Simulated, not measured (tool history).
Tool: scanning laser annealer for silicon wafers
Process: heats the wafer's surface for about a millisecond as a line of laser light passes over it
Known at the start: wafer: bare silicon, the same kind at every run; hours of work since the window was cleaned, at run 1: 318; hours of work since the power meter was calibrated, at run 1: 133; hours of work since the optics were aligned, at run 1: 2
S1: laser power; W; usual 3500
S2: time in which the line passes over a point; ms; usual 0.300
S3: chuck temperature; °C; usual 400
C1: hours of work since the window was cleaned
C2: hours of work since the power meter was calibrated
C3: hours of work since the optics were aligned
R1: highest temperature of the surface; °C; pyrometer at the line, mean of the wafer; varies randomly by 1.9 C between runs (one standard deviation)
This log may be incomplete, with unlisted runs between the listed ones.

run 1 hour=0.0 | S1=3500 S2=0.300 S3=400 | C1=318 C2=133 C3=2 | R1=1085
-- hour=13.7 window over the wafer cleaned
run 2 hour=19.5 | S1=3500 S2=0.300 S3=400 | C1=4 C2=144 C3=12 | R1=1142
run 3 hour=42.3 | S1=3500 S2=0.300 S3=365 | C1=17 C2=158 C3=26 | R1=1108
run 4 hour=54.5 | S1=3475 S2=0.300 S3=400 | C1=25 C2=165 C3=34 | R1=1132
run 5 hour=74.8 | S1=3475 S2=0.300 S3=400 | C1=37 C2=178 C3=46 | R1=1133
run 6 hour=94.4 | S1=3190 S2=0.300 S3=400 | C1=49 C2=190 C3=58 | R1=1048
run 7 hour=109.6 | S1=3190 S2=0.300 S3=400 | C1=59 C2=199 C3=67 | R1=1044
run 8 hour=127.6 | S1=3190 S2=0.300 S3=400 | C1=70 C2=210 C3=78 | R1=1042
run 9 hour=142.4 | S1=3190 S2=0.300 S3=400 | C1=79 C2=219 C3=87 | R1=1045
run 10 hour=156.0 | S1=3190 S2=0.300 S3=400 | C1=87 C2=227 C3=96 | R1=1044
run 11 hour=180.3 | S1=3190 S2=0.300 S3=400 | C1=102 C2=242 C3=110 | R1=1041
run 12 hour=194.0 | S1=3190 S2=0.300 S3=400 | C1=110 C2=250 C3=119 | R1=1036
run 13 hour=206.2 | S1=3190 S2=0.300 S3=400 | C1=118 C2=258 C3=126 | R1=1038
run 14 hour=231.3 | S1=3190 S2=0.300 S3=400 | C1=133 C2=273 C3=142 | R1=1031
run 15 hour=247.0 | S1=3190 S2=0.300 S3=400 | C1=142 C2=283 C3=151 | R1=1033
run 16 hour=268.6 | S1=3329 S2=0.300 S3=400 | C1=156 C2=296 C3=164 | R1=1067
run 17 hour=281.8 | S1=3329 S2=0.300 S3=400 | C1=164 C2=304 C3=172 | R1=1069
run 18 hour=298.9 | S1=3329 S2=0.300 S3=400 | C1=174 C2=314 C3=183 | R1=1067
-- hour=306.1 optics aligned, line set to its width
run 19 hour=319.7 | S1=3329 S2=0.300 S3=400 | C1=184 C2=324 C3=8 | R1=1060
run 20 hour=334.3 | S1=3663 S2=0.300 S3=400 | C1=193 C2=333 C3=17 | R1=1150
run 21 hour=349.0 | S1=3122 S2=0.300 S3=400 | C1=202 C2=342 C3=26 | R1=1002
run 22 hour=366.0 | S1=3291 S2=0.343 S3=435 | C1=212 C2=352 C3=37 | R1=1134
run 23 hour=390.5 | S1=3500 S2=0.266 S3=400 | C1=227 C2=367 C3=52 | R1=1054
run 24 hour=409.0 | S1=3348 S2=0.378 S3=400 | C1=238 C2=378 C3=63 | R1=1152
run 25 hour=432.3 | S1=3017 S2=0.296 S3=412 | C1=252 C2=393 C3=77 | R1=976
run 26 hour=444.1 | S1=3017 S2=0.296 S3=391 | C1=260 C2=400 C3=84 | R1=954
-- hour=457.1 optics aligned, line set to its width, once more
run 27 hour=467.7 | S1=3261 S2=0.322 S3=364 | C1=271 C2=411 C3=6 | R1=1018
run 28 hour=489.6 | S1=3261 S2=0.322 S3=364 | C1=284 C2=425 C3=20 | R1=1018
run 29 hour=514.3 | S1=3493 S2=0.247 S3=415 | C1=299 C2=440 C3=35 | R1=1028
run 30 hour=530.0 | S1=3493 S2=0.247 S3=415 | C1=309 C2=449 C3=45 | R1=1030
run 31 hour=548.8 | S1=3838 S2=0.236 S3=386 | C1=320 C2=461 C3=56 | R1=1060
-- hour=558.3 window over the wafer cleaned
run 32 hour=575.3 | S1=3838 S2=0.236 S3=386 | C1=10 C2=476 C3=71 | R1=1112
run 33 hour=589.3 | S1=3723 S2=0.236 S3=386 | C1=19 C2=484 C3=79 | R1=1083
run 34 hour=601.7 | S1=3723 S2=0.236 S3=386 | C1=26 C2=492 C3=87 | R1=1079
run 35 hour=618.1 | S1=3739 S2=0.355 S3=394 | C1=37 C2=502 C3=97 | R1=1275
run 36 hour=632.1 | S1=3500 S2=0.319 S3=398 | C1=45 C2=510 C3=106 | R1=1156
run 37 hour=649.7 | S1=3500 S2=0.310 S3=369 | C1=56 C2=521 C3=116 | R1=1112
run 38 hour=673.4 | S1=3044 S2=0.219 S3=415 | C1=70 C2=536 C3=131 | R1=920
run 39 hour=696.6 | S1=3044 S2=0.219 S3=415 | C1=84 C2=550 C3=145 | R1=915
run 40 hour=709.8 | S1=3044 S2=0.219 S3=415 | C1=92 C2=558 C3=153 | R1=914
run 41 hour=720.2 | S1=3044 S2=0.219 S3=415 | C1=99 C2=564 C3=159 | R1=914

Branching from run 41: 4 alternative next runs. What would each branch give?
run A hour=735.7 | S1=3517 S2=0.245 S3=420 | C1=108 C2=574 C3=169 | R1=?
run B hour=735.7 | S1=3077 S2=0.280 S3=373 | C1=108 C2=574 C3=169 | R1=?
run C hour=735.7 | S1=3500 S2=0.300 S3=360 | C1=108 C2=574 C3=169 | R1=?
run D hour=735.7 | S1=3500 S2=0.249 S3=390 | C1=108 C2=574 C3=169 | R1=?

run=A R1=1063
run=B R1=955
run=C R1=1078
run=D R1=1035
With the hidden condition removed and each run's random variation left untouched, the same runs would have given:
run=A R1=1090
run=B R1=979
run=C R1=1108
run=D R1=1062
